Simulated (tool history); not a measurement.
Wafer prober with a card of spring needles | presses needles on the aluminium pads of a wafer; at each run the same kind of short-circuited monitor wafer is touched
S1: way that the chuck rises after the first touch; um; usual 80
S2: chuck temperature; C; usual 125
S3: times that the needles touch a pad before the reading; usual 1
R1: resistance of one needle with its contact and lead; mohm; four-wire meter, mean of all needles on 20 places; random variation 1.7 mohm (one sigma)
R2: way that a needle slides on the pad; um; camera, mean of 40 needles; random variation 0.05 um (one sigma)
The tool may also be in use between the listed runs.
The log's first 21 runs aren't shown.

run,hour,S1,S2,S3,R1,R2
# hour 809.7: tips cleaned on abrasive film
22,818.8,75,34,1,159,15.85
# hour 835.8: tips cleaned on abrasive film
23,845.3,89,125,2,174,18.93
# hour 862.1: tips cleaned on abrasive film
24,879.0,72,28,2,161,15.34
# hour 889.0: tips cleaned on abrasive film
# hour 913.0: tips cleaned on abrasive film
25,916.2,72,28,2,162,15.30
# hour 927.0: height of the first contact set anew
# hour 940.2: tips cleaned on abrasive film
26,948.1,84,39,3,162,17.74
# hour 964.1: tips cleaned on abrasive film
27,984.4,64,65,1,167,13.61
# hour 987.3: tips cleaned on abrasive film
# hour 1012.4: tips cleaned on abrasive film
28,1031.0,98,30,2,157,20.76
# hour 1036.0: tips cleaned on abrasive film
29,1056.1,71,63,1,169,15.00
# hour 1061.1: tips cleaned on abrasive film
# hour 1085.0: tips cleaned on abrasive film
30,1086.0,71,63,1,167,15.05

4 ways to go on from here, each from the tool as it stands after run 30. What would each give?
# hour 1108.9: tips cleaned on abrasive film
A,1126.9,64,125,1,?,?
# hour 1108.9: tips cleaned on abrasive film
B,1126.9,94,30,1,?,?
# hour 1108.9: tips cleaned on abrasive film
C,1126.9,71,37,3,?,?
# hour 1108.9: tips cleaned on abrasive film
D,1126.9,80,42,2,?,?

run,R1,R2
A,180,13.55
B,160,19.98
C,160,15.03
D,162,16.98
Without the tool's hidden state the same runs would have given:
run,R1,R2
A,179,13.55
B,159,19.98
C,160,15.03
D,161,16.98

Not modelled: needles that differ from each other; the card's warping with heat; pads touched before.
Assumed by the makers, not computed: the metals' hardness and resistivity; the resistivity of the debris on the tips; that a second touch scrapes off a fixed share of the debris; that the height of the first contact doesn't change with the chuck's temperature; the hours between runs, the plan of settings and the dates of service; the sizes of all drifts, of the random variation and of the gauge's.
